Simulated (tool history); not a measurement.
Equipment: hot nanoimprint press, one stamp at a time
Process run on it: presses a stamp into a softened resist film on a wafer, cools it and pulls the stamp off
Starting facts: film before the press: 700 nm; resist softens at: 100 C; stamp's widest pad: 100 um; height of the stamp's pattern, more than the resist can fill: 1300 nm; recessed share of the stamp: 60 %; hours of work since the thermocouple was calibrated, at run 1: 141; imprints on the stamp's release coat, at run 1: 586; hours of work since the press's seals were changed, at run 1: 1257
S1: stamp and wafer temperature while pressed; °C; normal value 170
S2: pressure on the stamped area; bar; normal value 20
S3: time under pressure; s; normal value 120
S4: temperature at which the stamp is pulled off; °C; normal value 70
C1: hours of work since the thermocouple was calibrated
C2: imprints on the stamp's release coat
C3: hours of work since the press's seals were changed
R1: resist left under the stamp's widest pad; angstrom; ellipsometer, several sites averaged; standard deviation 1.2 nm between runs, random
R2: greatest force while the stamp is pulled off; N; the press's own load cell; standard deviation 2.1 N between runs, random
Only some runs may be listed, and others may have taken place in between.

{"run": 1, "hour": 0.0, "S1": 170, "S2": 20, "S3": 120, "S4": 70, "C1": 141, "C2": 586, "C3": 1257, "R1": 2483, "R2": 91}
{"hour": 38.3, "done": "stamp cleaned and given a new release coat"}
{"run": 2, "hour": 46.4, "S1": 170, "S2": 20, "S3": 120, "S4": 70, "C1": 165, "C2": 38, "C3": 1282, "R1": 2473, "R2": 91}
{"run": 3, "hour": 108.5, "S1": 170, "S2": 20, "S3": 120, "S4": 70, "C1": 202, "C2": 333, "C3": 1319, "R1": 2468, "R2": 93}
{"run": 4, "hour": 169.2, "S1": 170, "S2": 20, "S3": 120, "S4": 70, "C1": 238, "C2": 622, "C3": 1355, "R1": 2481, "R2": 90}
{"hour": 200.3, "done": "stamp cleaned and given a new release coat"}
{"run": 5, "hour": 237.2, "S1": 170, "S2": 20, "S3": 120, "S4": 70, "C1": 275, "C2": 175, "C3": 1392, "R1": 2488, "R2": 91}
{"hour": 261.3, "done": "press's hydraulic seals changed and the load cell set to zero"}
{"hour": 305.9, "done": "plate thermocouple calibrated"}
{"run": 6, "hour": 318.6, "S1": 170, "S2": 20, "S3": 120, "S4": 70, "C1": 8, "C2": 510, "C3": 32, "R1": 2450, "R2": 94}
{"hour": 368.9, "done": "stamp cleaned and given a new release coat"}
{"run": 7, "hour": 369.3, "S1": 170, "S2": 20, "S3": 120, "S4": 70, "C1": 34, "C2": 2, "C3": 59, "R1": 2454, "R2": 89}
{"run": 8, "hour": 423.9, "S1": 170, "S2": 20, "S3": 74, "S4": 70, "C1": 67, "C2": 261, "C3": 92, "R1": 2941, "R2": 94}
{"run": 9, "hour": 485.8, "S1": 170, "S2": 20, "S3": 74, "S4": 70, "C1": 104, "C2": 556, "C3": 129, "R1": 2929, "R2": 94}
{"hour": 531.3, "done": "stamp cleaned and given a new release coat"}
{"run": 10, "hour": 556.5, "S1": 170, "S2": 20, "S3": 74, "S4": 70, "C1": 142, "C2": 120, "C3": 167, "R1": 2910, "R2": 93}
{"run": 11, "hour": 613.5, "S1": 170, "S2": 20, "S3": 74, "S4": 70, "C1": 176, "C2": 391, "C3": 201, "R1": 2931, "R2": 96}
{"run": 12, "hour": 647.1, "S1": 170, "S2": 20, "S3": 120, "S4": 70, "C1": 196, "C2": 551, "C3": 221, "R1": 2456, "R2": 93}
{"run": 13, "hour": 678.6, "S1": 170, "S2": 20, "S3": 120, "S4": 70, "C1": 215, "C2": 701, "C3": 240, "R1": 2445, "R2": 96}
{"hour": 689.7, "done": "stamp cleaned and given a new release coat"}
{"run": 14, "hour": 733.2, "S1": 170, "S2": 17.3, "S3": 120, "S4": 70, "C1": 244, "C2": 207, "C3": 269, "R1": 2650, "R2": 90}
{"run": 15, "hour": 763.5, "S1": 170, "S2": 20, "S3": 137, "S4": 70, "C1": 262, "C2": 351, "C3": 287, "R1": 2334, "R2": 93}
{"run": 16, "hour": 835.7, "S1": 170, "S2": 23.3, "S3": 69, "S4": 57, "C1": 305, "C2": 695, "C3": 330, "R1": 2788, "R2": 121}
{"hour": 848.0, "done": "plate thermocouple calibrated"}
{"hour": 854.0, "done": "stamp cleaned and given a new release coat"}
{"run": 17, "hour": 877.8, "S1": 170, "S2": 13, "S3": 205, "S4": 57, "C1": 14, "C2": 113, "C3": 350, "R1": 2478, "R2": 122}
{"run": 18, "hour": 919.1, "S1": 170, "S2": 20, "S3": 212, "S4": 60, "C1": 39, "C2": 310, "C3": 375, "R1": 1936, "R2": 116}
{"run": 19, "hour": 968.5, "S1": 180, "S2": 20, "S3": 216, "S4": 70, "C1": 68, "C2": 545, "C3": 404, "R1": 1420, "R2": 90}
{"hour": 1012.1, "done": "stamp cleaned and given a new release coat"}
{"run": 20, "hour": 1026.2, "S1": 172, "S2": 13.1, "S3": 178, "S4": 59, "C1": 99, "C2": 68, "C3": 435, "R1": 2461, "R2": 118}
{"run": 21, "hour": 1093.6, "S1": 178, "S2": 27.8, "S3": 117, "S4": 61, "C1": 139, "C2": 388, "C3": 475, "R1": 1583, "R2": 112}
{"run": 22, "hour": 1144.3, "S1": 178, "S2": 27.8, "S3": 117, "S4": 61, "C1": 170, "C2": 629, "C3": 505, "R1": 1594, "R2": 118}
{"hour": 1169.3, "done": "stamp cleaned and given a new release coat"}
{"run": 23, "hour": 1215.0, "S1": 178, "S2": 27.8, "S3": 117, "S4": 61, "C1": 208, "C2": 217, "C3": 544, "R1": 1607, "R2": 114}
{"run": 24, "hour": 1252.0, "S1": 178, "S2": 27.8, "S3": 117, "S4": 61, "C1": 230, "C2": 393, "C3": 566, "R1": 1595, "R2": 113}
{"run": 25, "hour": 1302.3, "S1": 178, "S2": 31, "S3": 147, "S4": 61, "C1": 260, "C2": 632, "C3": 596, "R1": 1358, "R2": 113}
{"hour": 1329.4, "done": "stamp cleaned and given a new release coat"}
{"hour": 1336.9, "done": "gauge calibrated"}
{"run": 26, "hour": 1351.3, "S1": 178, "S2": 20.9, "S3": 147, "S4": 61, "C1": 286, "C2": 104, "C3": 622, "R1": 1747, "R2": 111}
{"hour": 1394.3, "done": "plate thermocouple calibrated"}
{"run": 27, "hour": 1394.4, "S1": 174, "S2": 20, "S3": 120, "S4": 70, "C1": 0, "C2": 295, "C3": 646, "R1": 2196, "R2": 94}
{"run": 28, "hour": 1460.8, "S1": 174, "S2": 20, "S3": 120, "S4": 70, "C1": 40, "C2": 611, "C3": 685, "R1": 2191, "R2": 92}
{"hour": 1491.8, "done": "stamp cleaned and given a new release coat"}
{"run": 29, "hour": 1528.5, "S1": 159, "S2": 15.9, "S3": 70, "S4": 71, "C1": 77, "C2": 174, "C3": 722, "R1": 4580, "R2": 89}

Some steps in R1, run to run, broken into two amounts with sign: the step expected even without the hidden condition (settings, incoming material, random variation), and the rest, left for the hidden condition together with whatever gauge scatter is not in both the measured and the hidden-condition-free result:
Hidden state at play: true temperature over the reading, C; pressure that arrives at the usual setting, %; grip of the stamp's worn release coat, % over a new coat's; drift of the gauge itself on residual_nm, %; drift of the gauge itself on pull_off_n, %.
Run 19 -> 20: S1 180 -> 172, S2 20 -> 13.1, S3 216 -> 178, S4 70 -> 59, stamp cleaned and given a new release coat. R1 +1041 angstrom: hidden state -23, all else +1064.
Run 25 -> 26: S2 31 -> 20.9, stamp cleaned and given a new release coat, gauge calibrated. R1 +389 angstrom: hidden state +37, all else +352.
Run 28 -> 29: S1 174 -> 159, S2 20 -> 15.9, S3 120 -> 70, S4 70 -> 71, stamp cleaned and given a new release coat. R1 +2389 angstrom: hidden state -11, all else +2400.
